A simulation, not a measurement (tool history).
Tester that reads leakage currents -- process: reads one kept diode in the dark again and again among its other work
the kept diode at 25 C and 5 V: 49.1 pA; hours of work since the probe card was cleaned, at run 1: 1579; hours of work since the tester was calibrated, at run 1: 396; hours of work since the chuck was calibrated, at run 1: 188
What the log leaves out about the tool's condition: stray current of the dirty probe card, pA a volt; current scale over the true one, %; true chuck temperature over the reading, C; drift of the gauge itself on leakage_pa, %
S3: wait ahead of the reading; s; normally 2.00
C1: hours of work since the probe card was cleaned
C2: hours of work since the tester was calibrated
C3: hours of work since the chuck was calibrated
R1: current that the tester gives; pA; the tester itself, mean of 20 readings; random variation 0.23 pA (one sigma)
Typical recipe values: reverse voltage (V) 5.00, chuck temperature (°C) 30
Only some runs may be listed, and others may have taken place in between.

{"run": 1, "hour": 0.0, "reverse voltage (V)": 5.0, "chuck temperature (°C)": 30, "S3": 2.0, "C1": 1579, "C2": 396, "C3": 188, "R1": 83.05}
{"run": 2, "hour": 21.8, "reverse voltage (V)": 4.94, "chuck temperature (°C)": 30, "S3": 2.0, "C1": 1594, "C2": 411, "C3": 203, "R1": 82.69}
{"run": 3, "hour": 44.4, "reverse voltage (V)": 2.88, "chuck temperature (°C)": 30, "S3": 2.0, "C1": 1610, "C2": 426, "C3": 218, "R1": 63.31}
{"run": 4, "hour": 68.8, "reverse voltage (V)": 1.34, "chuck temperature (°C)": 30, "S3": 2.0, "C1": 1627, "C2": 443, "C3": 235, "R1": 43.04}
{"run": 5, "hour": 99.7, "reverse voltage (V)": 5.0, "chuck temperature (°C)": 30, "S3": 3.21, "C1": 1648, "C2": 464, "C3": 256, "R1": 83.01}
{"run": 6, "hour": 134.1, "reverse voltage (V)": 5.0, "chuck temperature (°C)": 30, "S3": 3.21, "C1": 1671, "C2": 487, "C3": 280, "R1": 82.7}
{"run": 7, "hour": 160.0, "reverse voltage (V)": 5.0, "chuck temperature (°C)": 30, "S3": 2.0, "C1": 1689, "C2": 505, "C3": 297, "R1": 83.28}
{"run": 8, "hour": 185.8, "reverse voltage (V)": 2.08, "chuck temperature (°C)": 30, "S3": 2.0, "C1": 1707, "C2": 523, "C3": 315, "R1": 53.29}
{"run": 9, "hour": 207.9, "reverse voltage (V)": 2.08, "chuck temperature (°C)": 30, "S3": 2.0, "C1": 1722, "C2": 538, "C3": 330, "R1": 53.47}
{"run": 10, "hour": 224.9, "reverse voltage (V)": 2.08, "chuck temperature (°C)": 30, "S3": 2.0, "C1": 1733, "C2": 549, "C3": 342, "R1": 53.16}
{"run": 11, "hour": 248.7, "reverse voltage (V)": 2.08, "chuck temperature (°C)": 30, "S3": 2.0, "C1": 1750, "C2": 566, "C3": 358, "R1": 53.52}
{"run": 12, "hour": 286.7, "reverse voltage (V)": 5.0, "chuck temperature (°C)": 30, "S3": 2.0, "C1": 1776, "C2": 592, "C3": 384, "R1": 83.89}
{"run": 13, "hour": 322.1, "reverse voltage (V)": 5.0, "chuck temperature (°C)": 30, "S3": 1.29, "C1": 1800, "C2": 616, "C3": 408, "R1": 83.64}
{"run": 14, "hour": 360.4, "reverse voltage (V)": 5.0, "chuck temperature (°C)": 30, "S3": 2.0, "C1": 1826, "C2": 642, "C3": 434, "R1": 83.52}
{"run": 15, "hour": 388.8, "reverse voltage (V)": 1.75, "chuck temperature (°C)": 30, "S3": 2.0, "C1": 1845, "C2": 662, "C3": 454, "R1": 48.85}
{"run": 16, "hour": 412.8, "reverse voltage (V)": 1.75, "chuck temperature (°C)": 30, "S3": 2.0, "C1": 1862, "C2": 678, "C3": 470, "R1": 49.03}
{"run": 17, "hour": 433.9, "reverse voltage (V)": 5.0, "chuck temperature (°C)": 30, "S3": 2.0, "C1": 1876, "C2": 692, "C3": 485, "R1": 83.68}
{"run": 18, "hour": 464.3, "reverse voltage (V)": 5.0, "chuck temperature (°C)": 30, "S3": 2.0, "C1": 1897, "C2": 713, "C3": 505, "R1": 83.61}
{"run": 19, "hour": 495.6, "reverse voltage (V)": 1.38, "chuck temperature (°C)": 30, "S3": 2.0, "C1": 1918, "C2": 735, "C3": 527, "R1": 43.37}
{"run": 20, "hour": 531.9, "reverse voltage (V)": 5.0, "chuck temperature (°C)": 41, "S3": 2.0, "C1": 1943, "C2": 759, "C3": 552, "R1": 189.53}
{"run": 21, "hour": 567.8, "reverse voltage (V)": 8.44, "chuck temperature (°C)": 41, "S3": 2.0, "C1": 1968, "C2": 784, "C3": 576, "R1": 245.81}
{"run": 22, "hour": 602.6, "reverse voltage (V)": 8.44, "chuck temperature (°C)": 41, "S3": 2.0, "C1": 1992, "C2": 808, "C3": 600, "R1": 242.55}
{"run": 23, "hour": 628.1, "reverse voltage (V)": 3.04, "chuck temperature (°C)": 25, "S3": 0.86, "C1": 2009, "C2": 825, "C3": 617, "R1": 45.05}
{"run": 24, "hour": 660.3, "reverse voltage (V)": 1.6, "chuck temperature (°C)": 40, "S3": 0.97, "C1": 2031, "C2": 847, "C3": 639, "R1": 101.45}
{"run": 25, "hour": 686.5, "reverse voltage (V)": 13.41, "chuck temperature (°C)": 20, "S3": 1.36, "C1": 2049, "C2": 865, "C3": 657, "R1": 77.73}
{"run": 26, "hour": 717.8, "reverse voltage (V)": 4.81, "chuck temperature (°C)": 59, "S3": 1.36, "C1": 2070, "C2": 887, "C3": 679, "R1": 676.99}
{"hour": 723.0, "done": "tester calibrated"}
{"run": 27, "hour": 749.4, "reverse voltage (V)": 9.02, "chuck temperature (°C)": 59, "S3": 1.36, "C1": 2091, "C2": 18, "C3": 699, "R1": 906.78}
{"run": 28, "hour": 780.4, "reverse voltage (V)": 9.02, "chuck temperature (°C)": 59, "S3": 1.36, "C1": 2112, "C2": 39, "C3": 720, "R1": 906.6}
{"run": 29, "hour": 805.7, "reverse voltage (V)": 9.02, "chuck temperature (°C)": 24, "S3": 1.36, "C1": 2129, "C2": 57, "C3": 738, "R1": 78.02}
{"run": 30, "hour": 824.8, "reverse voltage (V)": 19.82, "chuck temperature (°C)": 30, "S3": 6.96, "C1": 2142, "C2": 70, "C3": 751, "R1": 181.0}
{"run": 31, "hour": 857.9, "reverse voltage (V)": 19.82, "chuck temperature (°C)": 30, "S3": 6.96, "C1": 2165, "C2": 92, "C3": 773, "R1": 180.2}
{"hour": 876.4, "done": "tester calibrated, once more"}
{"run": 32, "hour": 888.1, "reverse voltage (V)": 19.82, "chuck temperature (°C)": 30, "S3": 6.96, "C1": 2184, "C2": 8, "C3": 793, "R1": 179.29}
{"run": 33, "hour": 918.5, "reverse voltage (V)": 4.24, "chuck temperature (°C)": 56, "S3": 2.56, "C1": 2205, "C2": 29, "C3": 813, "R1": 510.69}
{"run": 34, "hour": 943.3, "reverse voltage (V)": 4.24, "chuck temperature (°C)": 56, "S3": 2.56, "C1": 2222, "C2": 46, "C3": 830, "R1": 512.89}
{"run": 35, "hour": 972.8, "reverse voltage (V)": 2.81, "chuck temperature (°C)": 57, "S3": 4.51, "C1": 2242, "C2": 66, "C3": 850, "R1": 454.71}
{"run": 36, "hour": 1004.1, "reverse voltage (V)": 2.81, "chuck temperature (°C)": 57, "S3": 4.51, "C1": 2263, "C2": 87, "C3": 872, "R1": 450.18}
{"run": 37, "hour": 1026.6, "reverse voltage (V)": 2.69, "chuck temperature (°C)": 46, "S3": 4.51, "C1": 2279, "C2": 103, "C3": 887, "R1": 201.14}
{"run": 38, "hour": 1048.2, "reverse voltage (V)": 2.69, "chuck temperature (°C)": 32, "S3": 2.42, "C1": 2294, "C2": 117, "C3": 902, "R1": 70.65}
{"run": 39, "hour": 1085.1, "reverse voltage (V)": 2.69, "chuck temperature (°C)": 32, "S3": 2.42, "C1": 2319, "C2": 143, "C3": 927, "R1": 70.27}

A few steps of R1 between consecutive runs. Split each: what settings, incoming material and random variation would produce without the hidden state, and what is left over for the hidden state, along with gauge scatter present in only one of the two compared results (measured, and without hidden state):
Run 24 -> 25: reverse voltage (V) 1.60 -> 13.41, chuck temperature (°C) 40 -> 20, S3 0.97 -> 1.36. R1 -23.72 pA: hidden state +25.00, all else -48.72.
Run 25 -> 26: reverse voltage (V) 13.41 -> 4.81, chuck temperature (°C) 20 -> 59. R1 +599.26 pA: hidden state -31.63, all else +630.89.
Run 28 -> 29: chuck temperature (°C) 59 -> 24. R1 -828.58 pA: hidden state +19.75, all else -848.33.
Run 32 -> 33: reverse voltage (V) 19.82 -> 4.24, chuck temperature (°C) 30 -> 56, S3 6.96 -> 2.56. R1 +331.40 pA: hidden state -45.70, all else +377.10.
